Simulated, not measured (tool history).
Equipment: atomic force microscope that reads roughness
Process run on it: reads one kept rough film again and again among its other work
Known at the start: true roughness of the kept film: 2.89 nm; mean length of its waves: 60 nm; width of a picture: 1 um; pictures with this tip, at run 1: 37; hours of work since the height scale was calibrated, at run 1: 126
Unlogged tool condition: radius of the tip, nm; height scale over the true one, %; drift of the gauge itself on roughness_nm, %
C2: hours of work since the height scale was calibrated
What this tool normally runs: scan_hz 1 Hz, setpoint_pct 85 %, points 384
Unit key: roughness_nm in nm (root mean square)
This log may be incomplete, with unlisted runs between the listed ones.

run 1 hour=0 | scan_hz=1 setpoint_pct=85 points=384 | pictures_with_this_tip=37 C2=126 | roughness_nm=2.675
run 2 hour=29.5 | scan_hz=1 setpoint_pct=85 points=384 | pictures_with_this_tip=82 C2=140 | roughness_nm=2.64
-- hour=44 new tip fitted
run 3 hour=79.9 | scan_hz=1 setpoint_pct=85 points=384 | pictures_with_this_tip=53 C2=163 | roughness_nm=2.663
-- hour=111.7 new tip fitted
run 4 hour=117.8 | scan_hz=3.83 setpoint_pct=85 points=384 | pictures_with_this_tip=9 C2=180 | roughness_nm=2.397
run 5 hour=160.7 | scan_hz=1 setpoint_pct=85 points=384 | pictures_with_this_tip=74 C2=200 | roughness_nm=2.647
-- hour=180.2 new tip fitted
run 6 hour=188.6 | scan_hz=1 setpoint_pct=85 points=384 | pictures_with_this_tip=13 C2=213 | roughness_nm=2.685
run 7 hour=225.5 | scan_hz=1 setpoint_pct=85 points=384 | pictures_with_this_tip=68 C2=230 | roughness_nm=2.656
-- hour=249.2 new tip fitted
run 8 hour=262.3 | scan_hz=1 setpoint_pct=85 points=384 | pictures_with_this_tip=19 C2=247 | roughness_nm=2.687
run 9 hour=305 | scan_hz=1 setpoint_pct=85 points=384 | pictures_with_this_tip=83 C2=267 | roughness_nm=2.621
-- hour=318.8 new tip fitted
run 10 hour=341.5 | scan_hz=1.18 setpoint_pct=85 points=384 | pictures_with_this_tip=34 C2=283 | roughness_nm=2.64
run 11 hour=366.5 | scan_hz=1.86 setpoint_pct=75 points=733 | pictures_with_this_tip=72 C2=295 | roughness_nm=2.634
-- hour=385.4 new tip fitted
run 12 hour=396.1 | scan_hz=1.94 setpoint_pct=68 points=539 | pictures_with_this_tip=16 C2=308 | roughness_nm=2.716
run 13 hour=428.7 | scan_hz=3.84 setpoint_pct=79 points=557 | pictures_with_this_tip=65 C2=323 | roughness_nm=2.459
-- hour=454.3 new tip fitted
run 14 hour=454.3 | scan_hz=3.84 setpoint_pct=79 points=557 | pictures_with_this_tip=0 C2=335 | roughness_nm=2.505
run 15 hour=491.7 | scan_hz=1.19 setpoint_pct=65 points=392 | pictures_with_this_tip=56 C2=352 | roughness_nm=2.719
run 16 hour=514.2 | scan_hz=1 setpoint_pct=85 points=672 | pictures_with_this_tip=89 C2=363 | roughness_nm=2.639
-- hour=522.1 new tip fitted
run 17 hour=547.4 | scan_hz=1 setpoint_pct=85 points=672 | pictures_with_this_tip=38 C2=378 | roughness_nm=2.675
run 18 hour=586.2 | scan_hz=2.67 setpoint_pct=61 points=414 | pictures_with_this_tip=96 C2=396 | roughness_nm=2.648

4 ways to go on from here, each from the tool as it stands after run 18. What would each give?
-- hour=590.4 new tip fitted
run A hour=630.2 | scan_hz=2.17 setpoint_pct=87 points=495 | pictures_with_this_tip=60 C2=416 | roughness_nm=?
-- hour=590.4 new tip fitted
run B hour=630.2 | scan_hz=0.86 setpoint_pct=69 points=279 | pictures_with_this_tip=60 C2=416 | roughness_nm=?
-- hour=590.4 new tip fitted
run C hour=630.2 | scan_hz=1 setpoint_pct=85 points=499 | pictures_with_this_tip=60 C2=416 | roughness_nm=?
-- hour=590.4 new tip fitted
run D hour=630.2 | scan_hz=1.05 setpoint_pct=85 points=600 | pictures_with_this_tip=60 C2=416 | roughness_nm=?

run=A roughness_nm=2.503
run=B roughness_nm=2.717
run=C roughness_nm=2.662
run=D roughness_nm=2.638
With no hidden state in the tool, these same runs would have given:
run=A roughness_nm=2.565
run=B roughness_nm=2.784
run=C roughness_nm=2.728
run=D roughness_nm=2.702
